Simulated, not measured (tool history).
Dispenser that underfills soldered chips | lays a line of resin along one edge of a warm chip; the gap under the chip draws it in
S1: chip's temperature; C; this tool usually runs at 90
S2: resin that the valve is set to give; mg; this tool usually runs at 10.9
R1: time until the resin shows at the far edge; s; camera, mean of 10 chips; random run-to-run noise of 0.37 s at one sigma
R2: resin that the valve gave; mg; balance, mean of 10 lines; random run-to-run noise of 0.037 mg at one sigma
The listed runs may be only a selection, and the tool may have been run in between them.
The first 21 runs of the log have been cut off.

run,hour,S1,S2,R1,R2
22,188.7,102,10.2,21.4,10.03
# hour 193.6: new syringe of resin
23,193.9,95,13.9,15.7,13.66
24,204.9,95,13.9,28.9,13.65
# hour 208.6: new syringe of resin
25,215.1,95,13.9,22.7,13.57
# hour 219.9: dispensing valve cleaned and set on the balance
# hour 224.6: new syringe of resin
26,227.2,95,13.9,17.6,13.82
27,232.4,95,13.9,24,13.79
# hour 239.5: new syringe of resin
28,243.5,98,12.8,17,12.73
29,253.6,98,9.6,31.1,9.52
# hour 254.5: new syringe of resin
30,263,98,9.6,24.1,9.46
31,268.4,98,9.6,32.2,9.5
# hour 269.6: new syringe of resin
32,279.2,96,10.7,26.9,10.61
# hour 284.3: new syringe of resin
33,287.6,96,9.6,19.3,9.44
34,297.9,75,10.3,82.1,10.14
# hour 299: new syringe of resin
35,305.3,75,10.3,54.1,10.03
# hour 314.1: new syringe of resin
36,315.3,90,13.7,20.7,13.35

3 ways to go on from here, each from the tool as it stands after run 36. What would each give?
# hour 318.7: dispensing valve cleaned and set on the balance
A,327.7,90,10.3,?,?
# hour 318.7: dispensing valve cleaned and set on the balance
B,327.7,99,12.6,?,?
# hour 318.7: dispensing valve cleaned and set on the balance
C,327.7,81,9.8,?,?

run,R1,R2
A,38.8,10.33
B,26.1,12.62
C,58.6,9.75
With no hidden state in the tool, these same runs would have given:
run,R1,R2
A,20.8,10.33
B,14.1,12.61
C,31.9,9.75
